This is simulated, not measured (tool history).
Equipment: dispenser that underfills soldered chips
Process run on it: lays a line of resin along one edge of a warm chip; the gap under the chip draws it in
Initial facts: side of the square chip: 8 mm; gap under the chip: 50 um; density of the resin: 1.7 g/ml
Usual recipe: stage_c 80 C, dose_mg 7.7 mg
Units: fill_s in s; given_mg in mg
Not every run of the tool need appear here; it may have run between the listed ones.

run 1 day=0 | stage_c=80 dose_mg=7.7 | fill_s=17.5 given_mg=7.61
-- day=0.317 new syringe of resin
run 2 day=0.35 | stage_c=80 dose_mg=9.31 | fill_s=15.1 given_mg=9.22
run 3 day=0.633 | stage_c=80 dose_mg=7.7 | fill_s=18.7 given_mg=7.64
-- day=0.879 new syringe of resin
run 4 day=0.975 | stage_c=80 dose_mg=7.7 | fill_s=16.3 given_mg=7.63
run 5 day=1.3 | stage_c=80 dose_mg=7.7 | fill_s=19.7 given_mg=7.59
-- day=1.446 new syringe of resin
run 6 day=1.833 | stage_c=80 dose_mg=7.7 | fill_s=19.5 given_mg=7.56
-- day=1.988 new syringe of resin
run 7 day=2.342 | stage_c=90 dose_mg=7.7 | fill_s=12.4 given_mg=7.56
-- day=2.554 new syringe of resin
run 8 day=2.646 | stage_c=90 dose_mg=7.7 | fill_s=9.8 given_mg=7.55
run 9 day=2.917 | stage_c=84 dose_mg=10 | fill_s=15.9 given_mg=9.89
-- day=3.1 new syringe of resin
run 10 day=3.238 | stage_c=84 dose_mg=10 | fill_s=13.5 given_mg=9.74
-- day=3.646 new syringe of resin
run 11 day=3.788 | stage_c=89 dose_mg=7.05 | fill_s=11.5 given_mg=6.86
run 12 day=4.033 | stage_c=75 dose_mg=7.53 | fill_s=26.8 given_mg=7.29
-- day=4.208 new syringe of resin
run 13 day=4.488 | stage_c=75 dose_mg=7.53 | fill_s=25.5 given_mg=7.31
-- day=4.779 new syringe of resin
run 14 day=5.075 | stage_c=94 dose_mg=9 | fill_s=8.8 given_mg=8.62
-- day=5.338 new syringe of resin
-- day=5.592 dispensing valve cleaned and set on the balance
run 15 day=5.688 | stage_c=72 dose_mg=6.8 | fill_s=30.9 given_mg=6.84
-- day=5.962 new syringe of resin
run 16 day=6.262 | stage_c=72 dose_mg=6.8 | fill_s=31.7 given_mg=6.77

Below are 4 alternative next runs, each starting from the tool's condition after run 16. Predict each:
-- day=6.504 new syringe of resin
run A day=6.604 | stage_c=65 dose_mg=7.01 | fill_s=? given_mg=?
-- day=6.504 new syringe of resin
run B day=6.604 | stage_c=93 dose_mg=7.18 | fill_s=? given_mg=?
-- day=6.504 new syringe of resin
run C day=6.604 | stage_c=79 dose_mg=6.8 | fill_s=? given_mg=?
-- day=6.504 new syringe of resin
run D day=6.604 | stage_c=70 dose_mg=6.59 | fill_s=? given_mg=?

run=A fill_s=39.3 given_mg=7.02
run=B fill_s=9 given_mg=7.14
run=C fill_s=18.1 given_mg=6.77
run=D fill_s=30.5 given_mg=6.57
Without the tool's hidden state the same runs would have given:
run=A fill_s=32.9 given_mg=7.04
run=B fill_s=7.7 given_mg=7.16
run=C fill_s=15.2 given_mg=6.79
run=D fill_s=25.6 given_mg=6.59
